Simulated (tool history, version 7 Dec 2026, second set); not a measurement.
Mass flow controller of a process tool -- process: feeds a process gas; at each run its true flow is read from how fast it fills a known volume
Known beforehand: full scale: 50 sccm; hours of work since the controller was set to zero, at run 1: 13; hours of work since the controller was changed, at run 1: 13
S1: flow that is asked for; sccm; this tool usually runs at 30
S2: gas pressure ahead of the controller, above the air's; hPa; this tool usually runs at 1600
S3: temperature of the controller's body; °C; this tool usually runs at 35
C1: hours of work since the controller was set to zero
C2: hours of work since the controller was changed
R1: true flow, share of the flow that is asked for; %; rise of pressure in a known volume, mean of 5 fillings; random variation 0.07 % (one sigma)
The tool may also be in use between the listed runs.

run,hour,S1,S2,S3,C1,C2,R1
1,0.0,30,1600,35,13,13,97.61
2,129.0,30,1600,35,67,67,97.70
3,240.9,30,1600,35,113,113,97.46
4,303.4,30,1900,35,140,140,97.74
5,397.6,30,1900,35,179,179,97.57
6,455.3,30,1600,35,203,203,97.47
7,510.1,30,1600,35,226,226,97.47
8,574.7,30,1600,30,253,253,97.83
9,678.7,30,1600,30,296,296,97.77
10,735.8,30,1600,30,320,320,97.68
11,801.0,30,1600,30,348,348,97.67
12,878.7,30,1600,30,380,380,97.51
13,936.7,30,1600,32,404,404,97.42
14,996.4,12,1600,35,429,429,96.06
15,1091.1,12,1600,35,469,469,96.06
16,1201.3,30,1800,35,515,515,97.24
17,1285.9,30,1800,35,550,550,97.18
18,1356.3,30,1800,35,580,580,97.17
19,1467.7,30,1600,35,626,626,96.97
20,1559.0,30,1600,35,664,664,97.00
21,1625.2,35,1600,35,692,692,97.32
22,1699.9,35,1600,35,723,723,97.08
23,1826.1,13,1470,34,776,776,95.59
24,1885.6,5,2390,23,801,801,96.50
# hour 1935.2: gauge calibrated
25,1993.3,8,2390,23,846,846,97.56
26,2048.6,8,2390,23,869,869,97.63
27,2110.4,38,1600,30,895,895,98.47
28,2168.4,8,1440,28,919,919,96.67
29,2246.6,8,1440,28,952,952,96.52
30,2360.8,11,1600,23,1000,1000,97.17
31,2428.2,11,1600,39,1028,1028,95.89
32,2541.2,11,1990,24,1075,1075,97.24
33,2671.2,39,1650,35,1129,1129,97.81
34,2736.3,30,1600,31,1157,1157,97.57
35,2864.6,29,1810,38,1210,1210,96.89
36,2939.3,45,1500,30,1242,1242,98.45
37,3035.0,45,2670,34,1282,1282,98.80
38,3120.7,6,1520,28,1317,1317,95.90
39,3235.7,14,2200,29,1365,1365,96.77
40,3315.7,9,1620,26,1399,1399,96.35
41,3376.8,30,1480,35,1424,1424,97.14
42,3509.4,9,1780,35,1480,1480,95.53
43,3608.9,9,1780,35,1522,1522,95.66

4 options for the next run, each taken on its own from the tool as it stands now. Forecast them:
A,3689.7,30,1600,21,1555,1555,?
B,3689.7,9,1530,35,1555,1555,?
C,3689.7,30,1610,33,1555,1555,?
D,3689.7,9,1780,28,1555,1555,?

run,R1
A,97.85
B,95.34
C,97.09
D,96.12
Had the tool no hidden state, the same runs would have come out as:
run,R1
A,98.77
B,96.25
C,98.00
D,97.03
